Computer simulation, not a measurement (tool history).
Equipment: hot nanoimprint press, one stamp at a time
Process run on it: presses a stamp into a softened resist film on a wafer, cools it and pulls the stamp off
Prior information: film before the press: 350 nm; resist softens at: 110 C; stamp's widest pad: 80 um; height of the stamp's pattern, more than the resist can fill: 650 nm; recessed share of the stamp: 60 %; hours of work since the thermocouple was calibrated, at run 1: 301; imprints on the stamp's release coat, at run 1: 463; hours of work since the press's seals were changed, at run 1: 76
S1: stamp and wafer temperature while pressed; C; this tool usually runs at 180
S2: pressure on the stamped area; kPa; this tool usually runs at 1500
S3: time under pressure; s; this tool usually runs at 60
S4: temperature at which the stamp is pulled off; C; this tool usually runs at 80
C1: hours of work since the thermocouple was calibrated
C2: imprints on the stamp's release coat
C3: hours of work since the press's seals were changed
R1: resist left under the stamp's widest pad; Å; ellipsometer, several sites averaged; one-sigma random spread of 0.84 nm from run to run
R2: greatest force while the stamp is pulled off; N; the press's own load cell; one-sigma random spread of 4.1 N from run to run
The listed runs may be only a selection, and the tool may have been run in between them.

run    hour   S1    S2   S3  S4   C1    C2   C3    R1   R2
  1     0.0  180  1500   60  80  301   463   76  1224  202
  2    40.2  180  1500   60  80  318   529   93  1252  214
  3    84.0  180  1500   60  80  337   601  111  1224  197
  4   139.9  180  1500   60  80  360   694  135  1223  207
  5   190.0  180  1490   60  80  382   776  156  1238  200
  6   238.8  180  1490   60  80  402   857  177  1237  208
  7   277.1  180  1490   60  80  418   920  193  1245  198
      301.8  -- plate thermocouple calibrated
  8   359.1  180  1500   60  80   24  1051  226  1231  199
  9   400.1  180  1500   60  80   41  1118  243  1223  203
 10   459.8  180  1500   62  80   67  1217  269  1221  200
 11   493.8  180  1500   62  80   81  1273  283  1212  206
 12   561.3  180  1500   62  80  110  1385  311  1230  201
 13   616.4  180  1500   62  80  133  1475  335  1216  202
 14   683.5  180   950   60  80  161  1586  363  1604  205
 15   759.8  180  1500   60  80  193  1712  395  1238  203
 16   833.4  180  1130   89  80  224  1834  426  1280  210
      886.1  -- stamp cleaned and given a new release coat
 17   888.6  180  2020   89  76  245     4  447   886  214
 18   951.4  168  1060   31  82  272   108  473  2874  196
 19   987.3  168  1060   31  82  287   167  489  2910  193
 20  1063.3  185  1060   48  82  319   293  521  1296  193
 21  1101.0  185  1060   48  82  335   355  537  1285  190
 22  1171.9  183  2310  105  80  365   472  566   668  202
 23  1227.1  183  2310  105  80  388   563  590   665  200
 24  1293.1  180  1630   60  80  416   672  618  1188  206
     1323.2  -- plate thermocouple calibrated
 25  1370.0  179  1630   60  86   20   794  649  1248  178
 26  1415.1  188  1500   60  77   39   869  668   832  223
 27  1456.3  188  1500   60  77   56   937  685   835  207
 28  1538.2  188  1500   51  77   91  1072  720   887  217
 29  1608.3  188  1500   51  77  120  1188  749   878  201
 30  1665.1  188  1500   51  77  144  1281  773   891  209

Describe how what the log doesn't record of the tool's condition differs between the last listed run preceding each entry between runs and the first listed run following it.
Between runs 7 and 8: plate thermocouple calibrated (hour 301.8)
  true temperature over the reading, C: 0.04 -> -0.01; pressure that arrives at the usual setting, %: 99.96 -> 99.95; grip of the stamp's worn release coat, % over a new coat's: 0.8 -> 1
Between runs 16 and 17: stamp cleaned and given a new release coat (hour 886.1)
  pressure that arrives at the usual setting, %: 99.91 -> 99.9; grip of the stamp's worn release coat, % over a new coat's: 1.7 -> 0
Between runs 24 and 25: plate thermocouple calibrated (hour 1323.2)
  true temperature over the reading, C: 0.04 -> 0; pressure that arrives at the usual setting, %: 99.87 -> 99.86; grip of the stamp's worn release coat, % over a new coat's: 0.6 -> 0.7

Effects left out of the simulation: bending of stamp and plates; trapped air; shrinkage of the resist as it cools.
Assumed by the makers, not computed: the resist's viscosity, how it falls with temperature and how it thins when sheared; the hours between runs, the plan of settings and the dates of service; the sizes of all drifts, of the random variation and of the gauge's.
